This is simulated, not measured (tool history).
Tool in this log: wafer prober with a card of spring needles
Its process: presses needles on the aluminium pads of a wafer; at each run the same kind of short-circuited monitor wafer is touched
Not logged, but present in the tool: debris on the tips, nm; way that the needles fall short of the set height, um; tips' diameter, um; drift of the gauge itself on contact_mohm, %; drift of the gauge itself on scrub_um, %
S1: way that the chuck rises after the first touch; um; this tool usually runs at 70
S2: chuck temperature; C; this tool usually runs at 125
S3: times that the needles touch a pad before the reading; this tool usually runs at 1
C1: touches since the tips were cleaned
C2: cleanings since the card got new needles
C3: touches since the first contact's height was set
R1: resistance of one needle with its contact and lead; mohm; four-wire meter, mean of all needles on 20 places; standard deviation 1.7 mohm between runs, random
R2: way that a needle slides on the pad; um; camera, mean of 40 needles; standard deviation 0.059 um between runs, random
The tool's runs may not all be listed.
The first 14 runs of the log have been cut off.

{"hour": 537.3, "done": "tips cleaned on abrasive film"}
{"hour": 564.5, "done": "tips cleaned on abrasive film"}
{"run": 15, "hour": 571.7, "S1": 70, "S2": 125, "S3": 1, "C1": 1636, "C2": 87, "C3": 28009, "R1": 211, "R2": 17.19}
{"hour": 592.4, "done": "tips cleaned on abrasive film"}
{"run": 16, "hour": 606.9, "S1": 70, "S2": 67, "S3": 3, "C1": 3289, "C2": 88, "C3": 35996, "R1": 183, "R2": 17.0}
{"hour": 620.2, "done": "tips cleaned on abrasive film"}
{"hour": 646.3, "done": "tips cleaned on abrasive film"}
{"run": 17, "hour": 656.7, "S1": 70, "S2": 67, "S3": 3, "C1": 2380, "C2": 90, "C3": 47276, "R1": 175, "R2": 17.0}
{"hour": 672.2, "done": "tips cleaned on abrasive film"}
{"hour": 698.9, "done": "tips cleaned on abrasive film"}
{"run": 18, "hour": 708.2, "S1": 69, "S2": 80, "S3": 1, "C1": 2115, "C2": 92, "C3": 58938, "R1": 212, "R2": 16.61}
{"hour": 725.2, "done": "tips cleaned on abrasive film"}
{"hour": 752.0, "done": "tips cleaned on abrasive film"}
{"run": 19, "hour": 753.0, "S1": 69, "S2": 80, "S3": 1, "C1": 222, "C2": 94, "C3": 69059, "R1": 179, "R2": 16.67}
{"hour": 780.1, "done": "tips cleaned on abrasive film"}
{"run": 20, "hour": 789.6, "S1": 69, "S2": 80, "S3": 1, "C1": 2147, "C2": 95, "C3": 77360, "R1": 209, "R2": 16.55}
{"hour": 806.4, "done": "tips cleaned on abrasive film"}
{"run": 21, "hour": 820.2, "S1": 66, "S2": 83, "S3": 2, "C1": 3152, "C2": 96, "C3": 84306, "R1": 212, "R2": 15.87}
{"hour": 834.0, "done": "tips cleaned on abrasive film"}
{"hour": 839.0, "done": "height of the first contact set anew"}
{"run": 22, "hour": 854.4, "S1": 82, "S2": 69, "S3": 2, "C1": 4564, "C2": 97, "C3": 3504, "R1": 188, "R2": 19.97}
{"hour": 862.1, "done": "tips cleaned on abrasive film"}
{"run": 23, "hour": 883.1, "S1": 70, "S2": 42, "S3": 2, "C1": 4791, "C2": 98, "C3": 10014, "R1": 207, "R2": 17.09}
{"hour": 889.1, "done": "tips cleaned on abrasive film"}
{"run": 24, "hour": 908.6, "S1": 69, "S2": 29, "S3": 1, "C1": 4438, "C2": 99, "C3": 15778, "R1": 244, "R2": 16.96}
{"hour": 914.5, "done": "tips cleaned on abrasive film"}
{"run": 25, "hour": 931.8, "S1": 69, "S2": 29, "S3": 1, "C1": 3933, "C2": 100, "C3": 21024, "R1": 230, "R2": 16.83}
{"hour": 942.5, "done": "tips cleaned on abrasive film"}
{"run": 26, "hour": 966.5, "S1": 56, "S2": 49, "S3": 2, "C1": 5441, "C2": 101, "C3": 28891, "R1": 245, "R2": 13.6}
{"hour": 969.7, "done": "tips cleaned on abrasive film"}
{"hour": 996.3, "done": "tips cleaned on abrasive film"}
{"run": 27, "hour": 1004.0, "S1": 70, "S2": 108, "S3": 2, "C1": 1747, "C2": 103, "C3": 37374, "R1": 192, "R2": 17.03}
{"hour": 1023.5, "done": "tips cleaned on abrasive film"}
{"run": 28, "hour": 1042.2, "S1": 67, "S2": 87, "S3": 1, "C1": 4242, "C2": 104, "C3": 46037, "R1": 245, "R2": 16.06}
{"hour": 1049.8, "done": "tips cleaned on abrasive film"}
{"run": 29, "hour": 1073.0, "S1": 67, "S2": 87, "S3": 1, "C1": 5267, "C2": 105, "C3": 53016, "R1": 259, "R2": 16.14}
{"hour": 1076.1, "done": "tips cleaned on abrasive film"}
{"hour": 1103.2, "done": "tips cleaned on abrasive film"}
{"run": 30, "hour": 1123.0, "S1": 67, "S2": 87, "S3": 1, "C1": 4483, "C2": 107, "C3": 64328, "R1": 251, "R2": 16.24}

Consider 5 possible next runs. They are alternatives, not a sequence: every one starts from the tool as it was left by run 30. What does each give?
{"hour": 1131.1, "done": "tips cleaned on abrasive film"}
{"hour": 1158.4, "done": "tips cleaned on abrasive film"}
{"run": "A", "hour": 1173.5, "S1": 70, "S2": 32, "S3": 1, "C1": 3434, "C2": 109, "C3": 75779, "R1": "?", "R2": "?"}
{"hour": 1131.1, "done": "tips cleaned on abrasive film"}
{"hour": 1158.4, "done": "tips cleaned on abrasive film"}
{"run": "B", "hour": 1173.5, "S1": 67, "S2": 40, "S3": 1, "C1": 3434, "C2": 109, "C3": 75779, "R1": "?", "R2": "?"}
{"hour": 1131.1, "done": "tips cleaned on abrasive film"}
{"hour": 1158.4, "done": "tips cleaned on abrasive film"}
{"run": "C", "hour": 1173.5, "S1": 87, "S2": 47, "S3": 3, "C1": 3434, "C2": 109, "C3": 75779, "R1": "?", "R2": "?"}
{"hour": 1131.1, "done": "tips cleaned on abrasive film"}
{"hour": 1158.4, "done": "tips cleaned on abrasive film"}
{"run": "D", "hour": 1173.5, "S1": 70, "S2": 125, "S3": 2, "C1": 3434, "C2": 109, "C3": 75779, "R1": "?", "R2": "?"}
{"hour": 1131.1, "done": "tips cleaned on abrasive film"}
{"hour": 1158.4, "done": "tips cleaned on abrasive film"}
{"run": "E", "hour": 1173.5, "S1": 77, "S2": 87, "S3": 2, "C1": 3434, "C2": 109, "C3": 75779, "R1": "?", "R2": "?"}

run=A R1=230 R2=16.86
run=B R1=234 R2=16.16
run=C R1=168 R2=21.08
run=D R1=211 R2=16.78
run=E R1=196 R2=18.65
With no hidden state in the tool, these same runs would have given:
run=A R1=147 R2=17.15
run=B R1=147 R2=16.45
run=C R1=145 R2=21.37
run=D R1=165 R2=17.07
run=E R1=155 R2=18.94

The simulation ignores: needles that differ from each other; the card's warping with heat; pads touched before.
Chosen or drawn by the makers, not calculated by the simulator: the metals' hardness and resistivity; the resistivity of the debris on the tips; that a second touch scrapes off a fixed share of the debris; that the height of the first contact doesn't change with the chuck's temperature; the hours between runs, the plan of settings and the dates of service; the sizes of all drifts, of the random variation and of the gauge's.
